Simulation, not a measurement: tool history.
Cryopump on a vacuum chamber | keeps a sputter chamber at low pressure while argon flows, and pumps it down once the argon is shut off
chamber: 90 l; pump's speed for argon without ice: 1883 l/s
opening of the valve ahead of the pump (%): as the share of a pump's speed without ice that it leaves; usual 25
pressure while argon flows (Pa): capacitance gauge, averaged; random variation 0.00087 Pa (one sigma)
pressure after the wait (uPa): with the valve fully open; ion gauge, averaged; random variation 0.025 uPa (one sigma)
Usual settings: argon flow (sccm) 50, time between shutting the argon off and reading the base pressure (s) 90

run	hour	argon flow (sccm)	time between shutting the argon off and reading the base pressure (s)	opening of the valve ahead of the pump (%)	pressure while argon flows (Pa)	pressure after the wait (uPa)
1	0	50	90	25	0.187	2.29
2	33.3	50	90	16	0.2868	2.19
3	67	50	90	16	0.2868	2.35
4	102.7	50	90	16	0.2867	2.33
5	136	50	90	28	0.1679	2.4
6	174.2	50	90	28	0.1693	2.36
7	214.7	50	90	28	0.1692	2.49
8	235.8	50	90	28	0.1681	2.53
9	259.9	50	90	28	0.1685	2.55
10	292.3	50	46	25	0.1888	3.28
11	327.7	50	46	32	0.1495	3.29
12	356.7	50	90	25	0.1889	2.62
13	393	50	90	25	0.1894	2.65
14	436.9	50	46	25	0.1913	3.58
15	460.3	50	46	25	0.1907	3.43
16	479.7	50	46	25	0.1917	3.48
17	515.2	50	46	25	0.1912	3.52
18	546.8	50	46	25	0.1898	3.56
19	582.4	63	46	29	0.209	3.54
20	620.6	22	46	18	0.1148	3.72
21	641.5	22	46	18	0.1139	3.58
22	674.9	39	47	45	0.0875	3.59
23	709.3	79	190	45	0.178	2.47
24	746.5	35	190	45	0.0782	2.59
25	784.9	35	190	60	0.0609	2.59
26	823.3	35	190	60	0.0611	2.69
27	865.9	89	160	33	0.2689	2.77
28	904.6	79	71	58	0.1448	3.29
29	924.2	29	95	28	0.1021	3.19
30	947.7	72	22	28	0.2516	5.63
31	985.3	72	60	49	0.1543	3.62
# hour 1021.4: pump warmed up, emptied and cooled again
32	1030.3	67	99	20	0.3029	2.63
33	1055.4	32	90	42	0.0681	2.69
34	1087.8	32	90	42	0.0693	2.71
35	1132.1	32	90	42	0.069	2.7

Some steps in pressure while argon flows (Pa) between neighbouring runs. How much of each would the tool show without its hidden state too (settings, what came in, random variation), and how much is left for the hidden state, with any gauge scatter that isn't in both results?
The hidden state here: pump's speed, % of a pump's without ice; cold plate's temperature, K; leak into the chamber, uPa l/s; drift of the gauge itself on working_pa, %; drift of the gauge itself on base_upa, %.
Run 26 -> 27: argon flow (sccm) 35 -> 89, time between shutting the argon off and reading the base pressure (s) 190 -> 160, opening of the valve ahead of the pump (%) 60 -> 33. pressure while argon flows (Pa) +0.2078: hidden state +0.0155, all else +0.1923.
Run 28 -> 29: argon flow (sccm) 79 -> 29, time between shutting the argon off and reading the base pressure (s) 71 -> 95, opening of the valve ahead of the pump (%) 58 -> 28. pressure while argon flows (Pa) -0.0427: hidden state -0.0142, all else -0.0285.
Run 29 -> 30: argon flow (sccm) 29 -> 72, time between shutting the argon off and reading the base pressure (s) 95 -> 22. pressure while argon flows (Pa) +0.1495: hidden state +0.0128, all else +0.1367.
Run 31 -> 32: argon flow (sccm) 72 -> 67, time between shutting the argon off and reading the base pressure (s) 60 -> 99, opening of the valve ahead of the pump (%) 49 -> 20, pump warmed up, emptied and cooled again. pressure while argon flows (Pa) +0.1486: hidden state -0.0213, all else +0.1699.
Run 32 -> 33: argon flow (sccm) 67 -> 32, time between shutting the argon off and reading the base pressure (s) 99 -> 90, opening of the valve ahead of the pump (%) 20 -> 42. pressure while argon flows (Pa) -0.2348: hidden state -0.0003, all else -0.2345.
